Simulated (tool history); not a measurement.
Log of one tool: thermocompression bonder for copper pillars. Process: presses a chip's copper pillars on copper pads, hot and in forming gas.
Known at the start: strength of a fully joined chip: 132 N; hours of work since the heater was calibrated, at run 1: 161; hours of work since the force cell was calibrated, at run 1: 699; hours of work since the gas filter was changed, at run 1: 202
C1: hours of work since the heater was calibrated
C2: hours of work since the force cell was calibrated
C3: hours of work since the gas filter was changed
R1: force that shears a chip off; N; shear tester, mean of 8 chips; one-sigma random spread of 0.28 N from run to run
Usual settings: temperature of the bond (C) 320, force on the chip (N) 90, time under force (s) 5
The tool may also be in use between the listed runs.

{"run": 1, "hour": 0.0, "temperature of the bond (C)": 320, "force on the chip (N)": 90, "time under force (s)": 5, "C1": 161, "C2": 699, "C3": 202, "R1": 62.4}
{"run": 2, "hour": 26.5, "temperature of the bond (C)": 320, "force on the chip (N)": 90, "time under force (s)": 5, "C1": 181, "C2": 720, "C3": 223, "R1": 62.7}
{"run": 3, "hour": 55.5, "temperature of the bond (C)": 320, "force on the chip (N)": 90, "time under force (s)": 13, "C1": 204, "C2": 743, "C3": 245, "R1": 85.1}
{"run": 4, "hour": 71.7, "temperature of the bond (C)": 320, "force on the chip (N)": 114, "time under force (s)": 5, "C1": 217, "C2": 755, "C3": 258, "R1": 70.2}
{"hour": 76.9, "done": "forming gas filter changed"}
{"run": 5, "hour": 90.5, "temperature of the bond (C)": 320, "force on the chip (N)": 114, "time under force (s)": 5, "C1": 231, "C2": 770, "C3": 11, "R1": 70.7}
{"run": 6, "hour": 120.9, "temperature of the bond (C)": 320, "force on the chip (N)": 114, "time under force (s)": 5, "C1": 255, "C2": 794, "C3": 35, "R1": 70.8}
{"run": 7, "hour": 153.9, "temperature of the bond (C)": 301, "force on the chip (N)": 59, "time under force (s)": 10, "C1": 281, "C2": 820, "C3": 61, "R1": 53.7}
{"run": 8, "hour": 184.6, "temperature of the bond (C)": 301, "force on the chip (N)": 59, "time under force (s)": 10, "C1": 305, "C2": 844, "C3": 85, "R1": 53.9}
{"run": 9, "hour": 208.8, "temperature of the bond (C)": 334, "force on the chip (N)": 59, "time under force (s)": 10, "C1": 324, "C2": 863, "C3": 104, "R1": 71.2}
{"run": 10, "hour": 227.1, "temperature of the bond (C)": 331, "force on the chip (N)": 71, "time under force (s)": 10, "C1": 339, "C2": 877, "C3": 118, "R1": 75.9}

Branching from run 10: 5 alternative next runs. What would each branch give?
{"run": "A", "hour": 265.8, "temperature of the bond (C)": 299, "force on the chip (N)": 117, "time under force (s)": 5, "C1": 369, "C2": 908, "C3": 149, "R1": "?"}
{"run": "B", "hour": 265.8, "temperature of the bond (C)": 290, "force on the chip (N)": 90, "time under force (s)": 3, "C1": 369, "C2": 908, "C3": 149, "R1": "?"}
{"run": "C", "hour": 265.8, "temperature of the bond (C)": 320, "force on the chip (N)": 71, "time under force (s)": 4, "C1": 369, "C2": 908, "C3": 149, "R1": "?"}
{"run": "D", "hour": 265.8, "temperature of the bond (C)": 300, "force on the chip (N)": 90, "time under force (s)": 5, "C1": 369, "C2": 908, "C3": 149, "R1": "?"}
{"run": "E", "hour": 265.8, "temperature of the bond (C)": 329, "force on the chip (N)": 88, "time under force (s)": 14, "C1": 369, "C2": 908, "C3": 149, "R1": "?"}

run=A R1=59.7
run=B R1=38.1
run=C R1=50.1
run=D R1=51.7
run=E R1=91.6
With the hidden condition removed and each run's random variation left untouched, the same runs would have given:
run=A R1=59.8
run=B R1=38.2
run=C R1=50.3
run=D R1=51.8
run=E R1=91.8
